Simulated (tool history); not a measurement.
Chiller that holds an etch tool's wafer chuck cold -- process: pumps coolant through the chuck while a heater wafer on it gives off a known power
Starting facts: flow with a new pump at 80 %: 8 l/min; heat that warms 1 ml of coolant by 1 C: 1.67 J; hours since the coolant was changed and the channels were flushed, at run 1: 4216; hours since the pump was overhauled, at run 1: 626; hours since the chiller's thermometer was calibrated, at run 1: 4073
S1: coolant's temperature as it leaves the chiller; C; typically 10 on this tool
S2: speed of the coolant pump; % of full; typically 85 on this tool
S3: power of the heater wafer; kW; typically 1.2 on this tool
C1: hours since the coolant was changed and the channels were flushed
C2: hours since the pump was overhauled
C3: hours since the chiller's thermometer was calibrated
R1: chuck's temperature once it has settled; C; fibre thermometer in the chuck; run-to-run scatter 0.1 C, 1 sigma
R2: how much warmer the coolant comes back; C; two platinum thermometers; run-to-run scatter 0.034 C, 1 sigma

run 1 hour=0 | S1=10 S2=85 S3=1.2 | C1=4216 C2=626 C3=4073 | R1=21.9 R2=5.01
run 2 hour=50 | S1=10 S2=85 S3=1.681 | C1=4266 C2=676 C3=4123 | R1=26.7 R2=7.09
-- hour=75.9 coolant changed, channels flushed
run 3 hour=139.2 | S1=10 S2=90 S3=1.681 | C1=63 C2=760 C3=4206 | R1=25.7 R2=6.59
run 4 hour=200 | S1=10 S2=90 S3=1.681 | C1=124 C2=820 C3=4267 | R1=25.8 R2=6.65
run 5 hour=283.2 | S1=10 S2=85 S3=1.2 | C1=207 C2=904 C3=4350 | R1=21.9 R2=5.06
run 6 hour=336 | S1=10 S2=85 S3=0.619 | C1=260 C2=956 C3=4403 | R1=16.1 R2=2.6
run 7 hour=406.2 | S1=18 S2=63 S3=0.619 | C1=330 C2=1027 C3=4473 | R1=26.2 R2=3.64
-- hour=469.1 chiller's thermometer calibrated
run 8 hour=469.7 | S1=18 S2=63 S3=0.619 | C1=393 C2=1089 C3=1 | R1=26.4 R2=3.7
run 9 hour=551.8 | S1=9 S2=81 S3=0.988 | C1=475 C2=1171 C3=83 | R1=19.4 R2=4.44
run 10 hour=603.4 | S1=10 S2=81 S3=1.13 | C1=526 C2=1223 C3=134 | R1=21.9 R2=5.01
run 11 hour=701.3 | S1=0 S2=78 S3=1.2 | C1=624 C2=1321 C3=232 | R1=13 R2=5.55

Consider 3 possible next runs. They are alternatives, not a sequence: every one starts from the tool as it was left by run 11. What does each give?
run A hour=767.6 | S1=15 S2=78 S3=1.2 | C1=691 C2=1387 C3=298 | R1=? R2=?
run B hour=767.6 | S1=0 S2=68 S3=1.2 | C1=691 C2=1387 C3=298 | R1=? R2=?
run C hour=767.6 | S1=0 S2=78 S3=1.287 | C1=691 C2=1387 C3=298 | R1=? R2=?

run=A R1=28 R2=5.54
run=B R1=15 R2=6.48
run=C R1=14 R2=5.91
Without the tool's unlogged condition, the same runs would have read:
run=A R1=28 R2=5.54
run=B R1=15 R2=6.48
run=C R1=13.9 R2=5.91
